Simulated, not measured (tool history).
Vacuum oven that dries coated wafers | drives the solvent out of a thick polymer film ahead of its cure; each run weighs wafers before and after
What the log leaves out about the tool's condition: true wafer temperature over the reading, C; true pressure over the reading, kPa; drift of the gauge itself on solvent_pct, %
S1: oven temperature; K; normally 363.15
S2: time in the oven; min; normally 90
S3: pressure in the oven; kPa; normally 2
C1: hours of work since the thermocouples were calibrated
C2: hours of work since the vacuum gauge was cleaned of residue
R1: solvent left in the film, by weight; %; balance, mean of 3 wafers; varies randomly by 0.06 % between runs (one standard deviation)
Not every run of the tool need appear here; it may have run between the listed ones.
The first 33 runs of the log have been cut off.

run   hour      S1   S2    S3   C1   C2    R1
 34  371.9  363.15   72  3.76  483  277  5.59
 35  387.5  356.15   65  1.44  491  285  7.29
 36  398.3  356.15   65  1.44  496  290  7.33
 37  409.3  357.15  126  5.13  501  296  7.07
 38  419.7  376.15   62  2.41  506  301  1.62
 39  435.1  376.15   62  2.41  514  308  1.73
 40  448.1  349.15   90  2.63  520  315  9.72
 41  459.3  374.15   90     2  526  320  1.38
 42  472.1  368.15   64     2  532  327  3.12
 43  479.5  368.15   64     2  536  330  3.13
 44  494.7  368.15   64     2  543  338  3.19
 45  505.1  368.15   64     2  548  343  3.07

4 options for the next run, each taken on its own from the tool as it stands now. Forecast them:
  A  517.5  368.15  106   5.5  554  349   ?
  B  517.5  358.15   90     2  554  349   ?
  C  517.5  376.15   64   2.1  554  349   ?
  D  517.5  363.15   90  1.13  554  349   ?

run    R1
  A  4.37
  B  5.35
  C  1.47
  D  2.72
With the hidden condition removed and each run's random variation left untouched, the same runs would have given:
run    R1
  A  4.19
  B  5.06
  C  1.35
  D  2.49
